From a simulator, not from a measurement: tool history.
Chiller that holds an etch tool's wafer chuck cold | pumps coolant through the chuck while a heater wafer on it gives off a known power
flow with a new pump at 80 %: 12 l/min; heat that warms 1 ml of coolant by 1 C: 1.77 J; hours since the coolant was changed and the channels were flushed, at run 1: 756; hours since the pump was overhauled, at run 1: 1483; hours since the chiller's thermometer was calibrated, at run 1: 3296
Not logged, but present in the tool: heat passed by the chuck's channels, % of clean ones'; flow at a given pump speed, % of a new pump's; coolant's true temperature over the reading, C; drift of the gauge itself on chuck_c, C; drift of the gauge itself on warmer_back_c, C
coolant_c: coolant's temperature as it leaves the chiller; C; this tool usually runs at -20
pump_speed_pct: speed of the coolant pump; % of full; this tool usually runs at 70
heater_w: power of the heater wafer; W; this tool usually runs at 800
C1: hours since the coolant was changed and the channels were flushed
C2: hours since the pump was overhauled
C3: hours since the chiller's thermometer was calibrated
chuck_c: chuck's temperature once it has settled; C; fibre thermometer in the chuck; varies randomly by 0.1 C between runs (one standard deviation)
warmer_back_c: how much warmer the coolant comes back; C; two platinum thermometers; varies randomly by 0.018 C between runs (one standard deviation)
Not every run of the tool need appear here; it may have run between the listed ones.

run 1 hour=0 | coolant_c=-20 pump_speed_pct=70 heater_w=800 | C1=756 C2=1483 C3=3296 | chuck_c=-10.4 warmer_back_c=2.6
run 2 hour=16.9 | coolant_c=-20 pump_speed_pct=70 heater_w=800 | C1=773 C2=1500 C3=3313 | chuck_c=-10.4 warmer_back_c=2.61
run 3 hour=41.1 | coolant_c=-20 pump_speed_pct=70 heater_w=800 | C1=797 C2=1524 C3=3337 | chuck_c=-10.3 warmer_back_c=2.62
run 4 hour=58.4 | coolant_c=-20 pump_speed_pct=70 heater_w=800 | C1=814 C2=1541 C3=3354 | chuck_c=-10.2 warmer_back_c=2.61
run 5 hour=89.6 | coolant_c=-20 pump_speed_pct=70 heater_w=800 | C1=845 C2=1572 C3=3386 | chuck_c=-10.1 warmer_back_c=2.6
run 6 hour=116.5 | coolant_c=-20 pump_speed_pct=70 heater_w=800 | C1=872 C2=1599 C3=3412 | chuck_c=-10.3 warmer_back_c=2.6
-- hour=126.2 chiller's thermometer calibrated
run 7 hour=134 | coolant_c=-20 pump_speed_pct=70 heater_w=800 | C1=889 C2=1616 C3=8 | chuck_c=-9.8 warmer_back_c=2.63
run 8 hour=167.6 | coolant_c=-20 pump_speed_pct=85 heater_w=800 | C1=922 C2=1649 C3=41 | chuck_c=-11.2 warmer_back_c=2.18
run 9 hour=199.2 | coolant_c=-19 pump_speed_pct=77 heater_w=522 | C1=954 C2=1681 C3=73 | chuck_c=-12.8 warmer_back_c=1.57
run 10 hour=232.6 | coolant_c=-19 pump_speed_pct=77 heater_w=522 | C1=987 C2=1714 C3=106 | chuck_c=-12.7 warmer_back_c=1.56
run 11 hour=266.1 | coolant_c=-19 pump_speed_pct=77 heater_w=522 | C1=1021 C2=1748 C3=140 | chuck_c=-12.6 warmer_back_c=1.57
run 12 hour=292.7 | coolant_c=-20 pump_speed_pct=72 heater_w=1085 | C1=1047 C2=1775 C3=166 | chuck_c=-6.5 warmer_back_c=3.44
run 13 hour=313.8 | coolant_c=-20 pump_speed_pct=70 heater_w=549 | C1=1068 C2=1796 C3=188 | chuck_c=-13 warmer_back_c=1.79

Here are 3 independent what-if runs from the current tool condition. What would each one return?
run A hour=338.6 | coolant_c=-18 pump_speed_pct=61 heater_w=800 | C1=1093 C2=1820 C3=212 | chuck_c=? warmer_back_c=?
run B hour=338.6 | coolant_c=-13 pump_speed_pct=70 heater_w=549 | C1=1093 C2=1820 C3=212 | chuck_c=? warmer_back_c=?
run C hour=338.6 | coolant_c=-16 pump_speed_pct=70 heater_w=948 | C1=1093 C2=1820 C3=212 | chuck_c=? warmer_back_c=?

run=A chuck_c=-6.8 warmer_back_c=3.01
run=B chuck_c=-6 warmer_back_c=1.82
run=C chuck_c=-4 warmer_back_c=3.14
Had the tool no hidden state, the same runs would have come out as:
run=A chuck_c=-7.5 warmer_back_c=2.93
run=B chuck_c=-6.4 warmer_back_c=1.77
run=C chuck_c=-4.7 warmer_back_c=3.05

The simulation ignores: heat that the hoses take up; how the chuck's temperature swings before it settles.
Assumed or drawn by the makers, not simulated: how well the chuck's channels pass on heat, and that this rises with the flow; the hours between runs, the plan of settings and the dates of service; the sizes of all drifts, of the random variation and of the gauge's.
